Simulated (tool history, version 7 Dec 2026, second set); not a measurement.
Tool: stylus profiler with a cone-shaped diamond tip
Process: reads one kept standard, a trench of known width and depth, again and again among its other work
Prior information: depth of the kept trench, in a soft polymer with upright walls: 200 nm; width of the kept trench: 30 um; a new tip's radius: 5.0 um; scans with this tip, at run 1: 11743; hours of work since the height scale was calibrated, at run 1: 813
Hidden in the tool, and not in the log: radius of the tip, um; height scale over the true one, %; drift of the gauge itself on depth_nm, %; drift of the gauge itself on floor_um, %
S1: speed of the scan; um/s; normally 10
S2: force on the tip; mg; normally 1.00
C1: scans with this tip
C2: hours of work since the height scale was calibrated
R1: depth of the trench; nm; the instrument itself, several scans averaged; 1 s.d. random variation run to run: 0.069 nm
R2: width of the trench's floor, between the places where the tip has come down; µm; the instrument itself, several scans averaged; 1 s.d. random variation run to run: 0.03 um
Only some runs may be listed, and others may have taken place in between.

run 1 day=0.000 | S1=10 S2=1.00 | C1=11743 C2=813 | R1=200.63 R2=27.15
run 2 day=2.633 | S1=10 S2=1.00 | C1=12398 C2=858 | R1=200.64 R2=27.20
run 3 day=6.454 | S1=10 S2=1.00 | C1=13349 C2=924 | R1=200.64 R2=27.18
run 4 day=8.617 | S1=10 S2=1.00 | C1=13888 C2=961 | R1=200.59 R2=27.19
run 5 day=10.975 | S1=10 S2=1.00 | C1=14475 C2=1002 | R1=200.56 R2=27.18
run 6 day=13.367 | S1=10 S2=1.00 | C1=15070 C2=1043 | R1=200.53 R2=27.12
run 7 day=16.458 | S1=10 S2=1.00 | C1=15840 C2=1096 | R1=200.68 R2=27.19
run 8 day=20.075 | S1=10 S2=1.00 | C1=16740 C2=1159 | R1=200.63 R2=27.16
run 9 day=22.592 | S1=10 S2=1.00 | C1=17367 C2=1202 | R1=200.64 R2=27.14
run 10 day=25.754 | S1=10 S2=1.34 | C1=18154 C2=1256 | R1=200.80 R2=27.18
run 11 day=27.938 | S1=10 S2=1.34 | C1=18698 C2=1294 | R1=200.80 R2=27.17
run 12 day=31.542 | S1=10 S2=1.34 | C1=19595 C2=1356 | R1=200.84 R2=27.18
run 13 day=35.567 | S1=34 S2=1.00 | C1=20597 C2=1425 | R1=200.67 R2=27.09
run 14 day=38.421 | S1=34 S2=1.00 | C1=21307 C2=1475 | R1=200.66 R2=27.08
run 15 day=41.446 | S1=34 S2=1.00 | C1=22060 C2=1527 | R1=200.64 R2=27.11
run 16 day=43.283 | S1=10 S2=1.00 | C1=22518 C2=1558 | R1=200.67 R2=27.20
run 17 day=45.446 | S1=10 S2=1.00 | C1=23057 C2=1596 | R1=200.53 R2=27.16
run 18 day=47.767 | S1=10 S2=1.00 | C1=23635 C2=1636 | R1=200.69 R2=27.18
run 19 day=50.996 | S1=10 S2=1.00 | C1=24439 C2=1691 | R1=200.54 R2=27.14
run 20 day=54.900 | S1=10 S2=0.38 | C1=25410 C2=1759 | R1=200.37 R2=27.15
-- day=55.188 height scale calibrated on a step standard
run 21 day=58.529 | S1=10 S2=0.38 | C1=26309 C2=58 | R1=200.38 R2=27.13
run 22 day=60.650 | S1=10 S2=1.00 | C1=26837 C2=94 | R1=200.57 R2=27.15
run 23 day=62.842 | S1=10 S2=1.00 | C1=27382 C2=132 | R1=200.53 R2=27.18
run 24 day=65.767 | S1=10 S2=1.00 | C1=28110 C2=182 | R1=200.64 R2=27.11
run 25 day=68.662 | S1=10 S2=0.34 | C1=28831 C2=232 | R1=200.28 R2=27.11
run 26 day=71.588 | S1=7 S2=0.85 | C1=29559 C2=283 | R1=200.65 R2=27.19
run 27 day=75.625 | S1=7 S2=0.85 | C1=30564 C2=352 | R1=200.60 R2=27.21
run 28 day=78.179 | S1=35 S2=1.37 | C1=31200 C2=396 | R1=200.75 R2=27.07
run 29 day=82.188 | S1=6 S2=0.44 | C1=32198 C2=465 | R1=200.43 R2=27.17
run 30 day=86.117 | S1=2 S2=1.23 | C1=33176 C2=533 | R1=200.77 R2=27.18
run 31 day=88.896 | S1=29 S2=1.00 | C1=33869 C2=581 | R1=200.70 R2=27.08
run 32 day=92.808 | S1=10 S2=2.74 | C1=34842 C2=648 | R1=201.19 R2=27.21
run 33 day=96.938 | S1=10 S2=2.74 | C1=35870 C2=719 | R1=201.15 R2=27.18
run 34 day=99.867 | S1=10 S2=2.74 | C1=36600 C2=770 | R1=201.22 R2=27.16
run 35 day=102.658 | S1=10 S2=2.74 | C1=37295 C2=818 | R1=201.32 R2=27.19
run 36 day=105.083 | S1=10 S2=2.74 | C1=37898 C2=860 | R1=201.21 R2=27.11
run 37 day=108.938 | S1=10 S2=2.74 | C1=38858 C2=926 | R1=201.22 R2=27.16
-- day=112.958 new tip fitted, height scale calibrated
run 38 day=112.958 | S1=11 S2=0.88 | C1=0 C2=0 | R1=200.59 R2=27.15
run 39 day=116.662 | S1=17 S2=0.35 | C1=922 C2=64 | R1=200.36 R2=27.15
run 40 day=119.804 | S1=2 S2=1.35 | C1=1705 C2=118 | R1=200.73 R2=27.21
run 41 day=123.783 | S1=8 S2=0.74 | C1=2696 C2=187 | R1=200.56 R2=27.18
run 42 day=125.846 | S1=23 S2=0.74 | C1=3208 C2=222 | R1=200.53 R2=27.12
run 43 day=128.479 | S1=23 S2=0.74 | C1=3865 C2=267 | R1=200.32 R2=27.10
run 44 day=132.038 | S1=23 S2=0.74 | C1=4750 C2=329 | R1=200.43 R2=27.10
run 45 day=135.354 | S1=8 S2=0.86 | C1=5576 C2=386 | R1=200.58 R2=27.17

Forecast each of these 4 alternatives for the next run:
run A day=138.604 | S1=5 S2=1.44 | C1=6385 C2=442 | R1=? R2=?
run B day=138.604 | S1=21 S2=0.35 | C1=6385 C2=442 | R1=? R2=?
run C day=138.604 | S1=17 S2=1.55 | C1=6385 C2=442 | R1=? R2=?
run D day=138.604 | S1=33 S2=1.00 | C1=6385 C2=442 | R1=? R2=?

run=A R1=200.79 R2=27.19
run=B R1=200.29 R2=27.09
run=C R1=200.82 R2=27.14
run=D R1=200.65 R2=27.15
Take away the tool's hidden state, keep each run's random variation, and the runs would have read:
run=A R1=200.78 R2=27.20
run=B R1=200.29 R2=27.10
run=C R1=200.82 R2=27.15
run=D R1=200.65 R2=27.16

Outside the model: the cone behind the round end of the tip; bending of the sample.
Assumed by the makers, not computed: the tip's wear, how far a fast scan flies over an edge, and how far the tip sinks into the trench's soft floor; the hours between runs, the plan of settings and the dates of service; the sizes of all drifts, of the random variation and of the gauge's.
